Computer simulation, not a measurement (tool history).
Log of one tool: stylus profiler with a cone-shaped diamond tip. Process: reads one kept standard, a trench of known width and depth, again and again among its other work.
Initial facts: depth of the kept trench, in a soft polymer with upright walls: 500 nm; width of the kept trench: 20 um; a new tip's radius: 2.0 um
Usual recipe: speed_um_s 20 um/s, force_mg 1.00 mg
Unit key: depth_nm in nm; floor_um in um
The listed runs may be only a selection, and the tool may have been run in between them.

run     day  speed_um_s  force_mg  depth_nm  floor_um
  1   0.000          20      1.00    501.80     15.88
  2   1.517          20      1.00    501.64     15.82
  3   2.933          23      1.00    501.78     15.83
  4   4.329          23      1.00    501.89     15.71
  5   6.108          23      1.35    502.29     15.74
  6   7.429          23      1.35    502.19     15.74
  7   8.650          20      1.00    501.84     15.74
  8   9.950          20      1.00    501.69     15.71
  9  11.783          20      1.00    501.73     15.66
 10  12.858          20      1.00    501.52     15.70
 11  13.879          20      1.00    501.67     15.67

Run 12 is up next; what results do you expect?
 12  15.683          46      2.05         ?         ?

{"run 12": {"depth_nm": 503.15, "floor_um": 15.56}}
The same run, on a tool lacking any hidden state, would have yielded depth_nm 504.25 nm, floor_um 17.18 um.
